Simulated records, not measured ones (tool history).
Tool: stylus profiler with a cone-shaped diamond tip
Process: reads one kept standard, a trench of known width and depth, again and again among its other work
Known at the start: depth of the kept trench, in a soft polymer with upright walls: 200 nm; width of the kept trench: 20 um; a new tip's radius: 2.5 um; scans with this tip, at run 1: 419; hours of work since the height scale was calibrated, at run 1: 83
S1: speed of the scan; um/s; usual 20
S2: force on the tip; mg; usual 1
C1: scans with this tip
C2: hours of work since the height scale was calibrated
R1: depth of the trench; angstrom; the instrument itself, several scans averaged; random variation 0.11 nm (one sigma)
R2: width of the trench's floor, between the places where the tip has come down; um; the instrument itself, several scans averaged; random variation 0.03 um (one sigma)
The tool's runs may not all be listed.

Run 1, day 0: usual settings; C1 419; C2 83. Result: R1 2018.7 angstrom, R2 17.83 um.
Run 2, day 0.525: usual settings but S1 45 um/s; C1 457; C2 90. Result: R1 2018.1 angstrom, R2 17.61 um.
Run 3, day 0.862: usual settings but S1 45 um/s; C1 482; C2 95. Result: R1 2016.2 angstrom, R2 17.59 um.
Run 4, day 1.358: usual settings but S1 45 um/s; C1 517; C2 102. Result: R1 2016.7 angstrom, R2 17.59 um.
Run 5, day 2.042: usual settings; C1 567; C2 112. Result: R1 2017.6 angstrom, R2 17.83 um.
Run 6, day 2.4: usual settings but S1 35 um/s; C1 593; C2 117. Result: R1 2016.3 angstrom, R2 17.62 um.
Run 7, day 2.921: usual settings but S1 35 um/s; C1 630; C2 125. Result: R1 2016.9 angstrom, R2 17.76 um.
Run 8, day 3.408: usual settings; C1 666; C2 132. Result: R1 2018.3 angstrom, R2 17.8 um.
Run 9, day 4.004: usual settings; C1 709; C2 140. Result: R1 2017.4 angstrom, R2 17.79 um.
Run 10, day 4.479: usual settings; C1 743; C2 147. Result: R1 2016.5 angstrom, R2 17.82 um.
Run 11, day 4.929: usual settings; C1 776; C2 153. Result: R1 2018.6 angstrom, R2 17.81 um.
Run 12, day 5.3: usual settings; C1 803; C2 159. Result: R1 2014.3 angstrom, R2 17.79 um.
Run 13, day 5.675: usual settings; C1 830; C2 164. Result: R1 2018.1 angstrom, R2 17.79 um.
Run 14, day 6.121: usual settings; C1 862; C2 170. Result: R1 2016.6 angstrom, R2 17.86 um.
Run 15, day 6.592: usual settings but S2 0.62 mg; C1 896; C2 177. Result: R1 2011.3 angstrom, R2 17.72 um.
Run 16, day 6.904: usual settings but S2 0.62 mg; C1 919; C2 182. Result: R1 2010.4 angstrom, R2 17.76 um.
Run 17, day 7.196: usual settings; C1 940; C2 186. Result: R1 2017.9 angstrom, R2 17.79 um.
Run 18, day 7.817: usual settings; C1 985; C2 195. Result: R1 2018.8 angstrom, R2 17.79 um.
Run 19, day 8.258: usual settings; C1 1017; C2 201. Result: R1 2015.6 angstrom, R2 17.82 um.
Run 20, day 8.912: usual settings; C1 1064; C2 210. Result: R1 2015.7 angstrom, R2 17.82 um.
Run 21, day 9.396: usual settings; C1 1100; C2 217. Result: R1 2018 angstrom, R2 17.79 um.
Run 22, day 9.925: usual settings; C1 1138; C2 225. Result: R1 2017.1 angstrom, R2 17.73 um.
Run 23, day 10.275: usual settings; C1 1163; C2 230. Result: R1 2016.9 angstrom, R2 17.71 um.
At day 10.333: height scale calibrated on a step standard.
Run 24, day 10.879: usual settings; C1 1205; C2 8. Result: R1 2016.1 angstrom, R2 17.79 um.
Run 25, day 11.2: usual settings but S1 36 um/s, S2 2.53 mg; C1 1228; C2 12. Result: R1 2032.8 angstrom, R2 17.76 um.
Run 26, day 11.8: usual settings but S1 15 um/s; C1 1272; C2 21. Result: R1 2016.9 angstrom, R2 17.85 um.
Run 27, day 12.488: usual settings but S1 14 um/s, S2 0.87 mg; C1 1322; C2 31. Result: R1 2013.6 angstrom, R2 17.8 um.
At day 12.812: height scale calibrated on a step standard, once more.
Run 28, day 13.154: usual settings but S1 9 um/s, S2 0.85 mg; C1 1368; C2 5. Result: R1 2018.1 angstrom, R2 17.87 um.
Run 29, day 13.446: usual settings but S1 13 um/s, S2 0.63 mg; C1 1390; C2 9. Result: R1 2013.7 angstrom, R2 17.76 um.
Run 30, day 14.058: usual settings but S1 13 um/s, S2 0.63 mg; C1 1434; C2 18. Result: R1 2015.6 angstrom, R2 17.78 um.
Run 31, day 14.717: usual settings but S2 0.44 mg; C1 1482; C2 27. Result: R1 2011.9 angstrom, R2 17.65 um.
Run 32, day 15.125: usual settings but S2 0.44 mg; C1 1511; C2 33. Result: R1 2012.7 angstrom, R2 17.64 um.
Run 33, day 15.492: usual settings but S1 21 um/s, S2 0.97 mg; C1 1538; C2 38. Result: R1 2020.5 angstrom, R2 17.79 um.
Run 34, day 15.958: usual settings but S2 1.38 mg; C1 1572; C2 45. Result: R1 2025.7 angstrom, R2 17.81 um.
Run 35, day 16.442: usual settings but S1 14 um/s, S2 0.76 mg; C1 1607; C2 52. Result: R1 2016.3 angstrom, R2 17.8 um.
Run 36, day 16.938: usual settings but S1 70 um/s, S2 0.6 mg; C1 1642; C2 59. Result: R1 2013.1 angstrom, R2 17.09 um.
Run 37, day 17.371: usual settings but S1 70 um/s, S2 0.6 mg; C1 1674; C2 65. Result: R1 2014.2 angstrom, R2 17.12 um.
Run 38, day 17.867: usual settings but S1 70 um/s, S2 0.59 mg; C1 1710; C2 72. Result: R1 2014.2 angstrom, R2 17.05 um.
Run 39, day 18.429: usual settings but S1 67 um/s, S2 1.94 mg; C1 1751; C2 80. Result: R1 2029.7 angstrom, R2 17.53 um.
Run 40, day 19.117: usual settings but S2 0.99 mg; C1 1800; C2 90. Result: R1 2018.5 angstrom, R2 17.75 um.
Run 41, day 19.704: usual settings but S1 24 um/s, S2 0.36 mg; C1 1843; C2 99. Result: R1 2008.8 angstrom, R2 17.57 um.
Run 42, day 20.3: usual settings but S1 16 um/s, S2 2.97 mg; C1 1886; C2 107. Result: R1 2039.8 angstrom, R2 17.87 um.
Run 43, day 20.642: usual settings but S1 11 um/s, S2 0.73 mg; C1 1911; C2 112. Result: R1 2017 angstrom, R2 17.8 um.
Run 44, day 21.188: usual settings but S1 31 um/s, S2 0.37 mg; C1 1950; C2 120. Result: R1 2007.9 angstrom, R2 17.48 um.
Run 45, day 21.75: usual settings but S1 79 um/s, S2 1.71 mg; C1 1991; C2 128. Result: R1 2027.3 angstrom, R2 17.35 um.
Run 46, day 22.096: usual settings but S1 8 um/s; C1 2016; C2 133. Result: R1 2019.9 angstrom, R2 17.82 um.

3 ways to go on from here, each from the tool as it stands after run 46. What would each give?
Run A, day 22.771: usual settings but S1 41 um/s, S2 1.29 mg; C1 2065; C2 143. Result: R1 ?, R2 ?.
Run B, day 22.771: usual settings but S1 28 um/s, S2 2.2 mg; C1 2065; C2 143. Result: R1 ?, R2 ?.
Run C, day 22.771: usual settings but S1 29 um/s, S2 0.47 mg; C1 2065; C2 143. Result: R1 ?, R2 ?.

run      R1     R2
  A  2021.7  17.58
  B  2032.2  17.74
  C  2011.4  17.56
Without the tool's hidden state the same runs would have given:
run      R1     R2
  A  2022.1   17.7
  B  2032.5  17.86
  C  2011.8  17.67
